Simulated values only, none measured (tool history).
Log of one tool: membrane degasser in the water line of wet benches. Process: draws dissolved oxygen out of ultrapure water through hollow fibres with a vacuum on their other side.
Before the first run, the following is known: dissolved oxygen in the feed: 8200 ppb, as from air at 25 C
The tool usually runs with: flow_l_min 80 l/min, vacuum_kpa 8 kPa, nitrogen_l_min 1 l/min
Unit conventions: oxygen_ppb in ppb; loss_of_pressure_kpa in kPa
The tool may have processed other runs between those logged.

{"run": 1, "hour": 0.0, "flow_l_min": 80, "vacuum_kpa": 8, "nitrogen_l_min": 1, "oxygen_ppb": 714.9, "loss_of_pressure_kpa": 34.7}
{"run": 2, "hour": 46.7, "flow_l_min": 80, "vacuum_kpa": 8, "nitrogen_l_min": 1, "oxygen_ppb": 701.5, "loss_of_pressure_kpa": 35.16}
{"run": 3, "hour": 91.3, "flow_l_min": 80, "vacuum_kpa": 8, "nitrogen_l_min": 1, "oxygen_ppb": 709.1, "loss_of_pressure_kpa": 34.42}
{"run": 4, "hour": 118.8, "flow_l_min": 80, "vacuum_kpa": 8, "nitrogen_l_min": 1, "oxygen_ppb": 712.9, "loss_of_pressure_kpa": 34.64}
{"run": 5, "hour": 154.9, "flow_l_min": 80, "vacuum_kpa": 8, "nitrogen_l_min": 2.67, "oxygen_ppb": 399.9, "loss_of_pressure_kpa": 34.99}
{"run": 6, "hour": 211.3, "flow_l_min": 80, "vacuum_kpa": 8, "nitrogen_l_min": 2.67, "oxygen_ppb": 401.5, "loss_of_pressure_kpa": 35.14}
{"run": 7, "hour": 276.8, "flow_l_min": 80, "vacuum_kpa": 8, "nitrogen_l_min": 0.96, "oxygen_ppb": 732.3, "loss_of_pressure_kpa": 34.67}
{"run": 8, "hour": 314.5, "flow_l_min": 80, "vacuum_kpa": 8, "nitrogen_l_min": 0.96, "oxygen_ppb": 725.9, "loss_of_pressure_kpa": 34.79}
{"run": 9, "hour": 377.3, "flow_l_min": 80, "vacuum_kpa": 8, "nitrogen_l_min": 0.96, "oxygen_ppb": 722.2, "loss_of_pressure_kpa": 34.6}
{"run": 10, "hour": 437.3, "flow_l_min": 80, "vacuum_kpa": 12.54, "nitrogen_l_min": 1, "oxygen_ppb": 1219.3, "loss_of_pressure_kpa": 34.85}
{"run": 11, "hour": 498.5, "flow_l_min": 127, "vacuum_kpa": 12.54, "nitrogen_l_min": 1, "oxygen_ppb": 1768.9, "loss_of_pressure_kpa": 55.08}
{"run": 12, "hour": 535.8, "flow_l_min": 80, "vacuum_kpa": 8, "nitrogen_l_min": 1, "oxygen_ppb": 700.4, "loss_of_pressure_kpa": 35.01}
{"run": 13, "hour": 598.7, "flow_l_min": 80, "vacuum_kpa": 8, "nitrogen_l_min": 1, "oxygen_ppb": 714.8, "loss_of_pressure_kpa": 34.67}
{"run": 14, "hour": 650.9, "flow_l_min": 80, "vacuum_kpa": 13.15, "nitrogen_l_min": 1, "oxygen_ppb": 1259.2, "loss_of_pressure_kpa": 34.85}
{"run": 15, "hour": 701.6, "flow_l_min": 80, "vacuum_kpa": 13.15, "nitrogen_l_min": 1, "oxygen_ppb": 1291, "loss_of_pressure_kpa": 34.55}
{"run": 16, "hour": 735.9, "flow_l_min": 80, "vacuum_kpa": 13.15, "nitrogen_l_min": 1, "oxygen_ppb": 1276.5, "loss_of_pressure_kpa": 34.63}
{"run": 17, "hour": 797.0, "flow_l_min": 119, "vacuum_kpa": 15.86, "nitrogen_l_min": 2.93, "oxygen_ppb": 1196.9, "loss_of_pressure_kpa": 51.86}
{"hour": 813.5, "done": "vacuum gauge calibrated"}
{"run": 18, "hour": 846.0, "flow_l_min": 69, "vacuum_kpa": 7.88, "nitrogen_l_min": 2.93, "oxygen_ppb": 297.5, "loss_of_pressure_kpa": 30.05}
{"run": 19, "hour": 902.8, "flow_l_min": 69, "vacuum_kpa": 7.88, "nitrogen_l_min": 2.93, "oxygen_ppb": 300.9, "loss_of_pressure_kpa": 30.02}
{"run": 20, "hour": 930.8, "flow_l_min": 51, "vacuum_kpa": 16.8, "nitrogen_l_min": 0.77, "oxygen_ppb": 1418.3, "loss_of_pressure_kpa": 22.11}
{"run": 21, "hour": 976.7, "flow_l_min": 119, "vacuum_kpa": 5.2, "nitrogen_l_min": 1, "oxygen_ppb": 659.1, "loss_of_pressure_kpa": 50.9}
{"run": 22, "hour": 1039.6, "flow_l_min": 119, "vacuum_kpa": 5.2, "nitrogen_l_min": 1.72, "oxygen_ppb": 570.8, "loss_of_pressure_kpa": 51.61}
{"run": 23, "hour": 1089.7, "flow_l_min": 119, "vacuum_kpa": 5.2, "nitrogen_l_min": 1.72, "oxygen_ppb": 569.5, "loss_of_pressure_kpa": 51.79}
{"run": 24, "hour": 1151.1, "flow_l_min": 119, "vacuum_kpa": 5.42, "nitrogen_l_min": 2.21, "oxygen_ppb": 555, "loss_of_pressure_kpa": 51.81}
{"run": 25, "hour": 1214.4, "flow_l_min": 119, "vacuum_kpa": 10.9, "nitrogen_l_min": 2.21, "oxygen_ppb": 1004.5, "loss_of_pressure_kpa": 51.36}
{"run": 26, "hour": 1269.2, "flow_l_min": 119, "vacuum_kpa": 10.9, "nitrogen_l_min": 2.21, "oxygen_ppb": 1024.9, "loss_of_pressure_kpa": 51.46}
{"run": 27, "hour": 1316.8, "flow_l_min": 119, "vacuum_kpa": 7.48, "nitrogen_l_min": 2.04, "oxygen_ppb": 765.1, "loss_of_pressure_kpa": 51.45}
{"run": 28, "hour": 1368.7, "flow_l_min": 119, "vacuum_kpa": 8.3, "nitrogen_l_min": 0.6, "oxygen_ppb": 1337.2, "loss_of_pressure_kpa": 51.78}
{"run": 29, "hour": 1423.8, "flow_l_min": 70, "vacuum_kpa": 15.79, "nitrogen_l_min": 2.83, "oxygen_ppb": 695.3, "loss_of_pressure_kpa": 30.06}

Predict the results of run 30:
{"run": 30, "hour": 1462.8, "flow_l_min": 62, "vacuum_kpa": 5.24, "nitrogen_l_min": 2.83, "oxygen_ppb": "?", "loss_of_pressure_kpa": "?"}

{"run 30": {"oxygen_ppb": 141.1, "loss_of_pressure_kpa": 26.93}}
Without the tool's hidden state the same run would have given oxygen_ppb 141 ppb, loss_of_pressure_kpa 26.92 kPa.
